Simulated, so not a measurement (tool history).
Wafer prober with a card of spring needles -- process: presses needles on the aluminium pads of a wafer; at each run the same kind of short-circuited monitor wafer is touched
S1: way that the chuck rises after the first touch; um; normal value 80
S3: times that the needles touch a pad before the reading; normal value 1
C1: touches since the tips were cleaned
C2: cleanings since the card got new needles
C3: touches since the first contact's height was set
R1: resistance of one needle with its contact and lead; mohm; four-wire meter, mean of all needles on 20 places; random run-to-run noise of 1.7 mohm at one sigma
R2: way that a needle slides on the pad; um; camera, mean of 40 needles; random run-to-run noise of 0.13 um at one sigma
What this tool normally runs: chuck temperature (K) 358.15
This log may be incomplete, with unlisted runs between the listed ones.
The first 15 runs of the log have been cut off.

{"hour": 464.4, "done": "tips cleaned on abrasive film"}
{"hour": 486.2, "done": "tips cleaned on abrasive film"}
{"run": 16, "hour": 489.9, "S1": 84, "chuck temperature (K)": 358.15, "S3": 1, "C1": 991, "C2": 58, "C3": 121266, "R1": 222, "R2": 18.2}
{"hour": 509.7, "done": "tips cleaned on abrasive film"}
{"hour": 531.8, "done": "tips cleaned on abrasive film"}
{"run": 17, "hour": 531.8, "S1": 84, "chuck temperature (K)": 358.15, "S3": 1, "C1": 0, "C2": 60, "C3": 132696, "R1": 187, "R2": 18.26}
{"hour": 555.8, "done": "tips cleaned on abrasive film"}
{"run": 18, "hour": 574.1, "S1": 84, "chuck temperature (K)": 358.15, "S3": 1, "C1": 5000, "C2": 61, "C3": 144251, "R1": 299, "R2": 18.19}
{"hour": 579.3, "done": "tips cleaned on abrasive film"}
{"hour": 601.1, "done": "tips cleaned on abrasive film"}
{"run": 19, "hour": 603.6, "S1": 65, "chuck temperature (K)": 358.15, "S3": 3, "C1": 671, "C2": 63, "C3": 152288, "R1": 203, "R2": 13.7}
{"hour": 623.4, "done": "tips cleaned on abrasive film"}
{"run": 20, "hour": 636.7, "S1": 65, "chuck temperature (K)": 358.15, "S3": 3, "C1": 3652, "C2": 64, "C3": 161331, "R1": 244, "R2": 13.81}
{"hour": 647.0, "done": "tips cleaned on abrasive film"}
{"run": 21, "hour": 656.7, "S1": 80, "chuck temperature (K)": 345.15, "S3": 1, "C1": 2655, "C2": 65, "C3": 166773, "R1": 270, "R2": 17.29}
{"hour": 670.1, "done": "tips cleaned on abrasive film"}
{"hour": 693.5, "done": "tips cleaned on abrasive film"}
{"run": 22, "hour": 701.0, "S1": 93, "chuck temperature (K)": 314.15, "S3": 1, "C1": 2068, "C2": 67, "C3": 178865, "R1": 236, "R2": 20.25}
{"hour": 716.3, "done": "tips cleaned on abrasive film"}
{"hour": 740.4, "done": "tips cleaned on abrasive film"}
{"run": 23, "hour": 743.1, "S1": 80, "chuck temperature (K)": 352.15, "S3": 2, "C1": 742, "C2": 69, "C3": 190337, "R1": 203, "R2": 17.26}
{"hour": 762.7, "done": "tips cleaned on abrasive film"}
{"hour": 784.9, "done": "tips cleaned on abrasive film"}
{"run": 24, "hour": 784.9, "S1": 80, "chuck temperature (K)": 329.15, "S3": 1, "C1": 0, "C2": 71, "C3": 201740, "R1": 186, "R2": 17.35}
{"hour": 809.7, "done": "tips cleaned on abrasive film"}
{"run": 25, "hour": 825.9, "S1": 80, "chuck temperature (K)": 329.15, "S3": 1, "C1": 4451, "C2": 72, "C3": 212956, "R1": 310, "R2": 17.04}

Predict the results of run 26:
{"hour": 831.1, "done": "tips cleaned on abrasive film"}
{"run": 26, "hour": 844.6, "S1": 80, "chuck temperature (K)": 329.15, "S3": 1, "C1": 3703, "C2": 73, "C3": 218044, "R1": "?", "R2": "?"}

Run 26 yielded R1 297 mohm, R2 17.04 um.
Were there no unlogged condition in the tool, this run, its random variation unchanged, would have produced R1 168 mohm, R2 17.71 um.

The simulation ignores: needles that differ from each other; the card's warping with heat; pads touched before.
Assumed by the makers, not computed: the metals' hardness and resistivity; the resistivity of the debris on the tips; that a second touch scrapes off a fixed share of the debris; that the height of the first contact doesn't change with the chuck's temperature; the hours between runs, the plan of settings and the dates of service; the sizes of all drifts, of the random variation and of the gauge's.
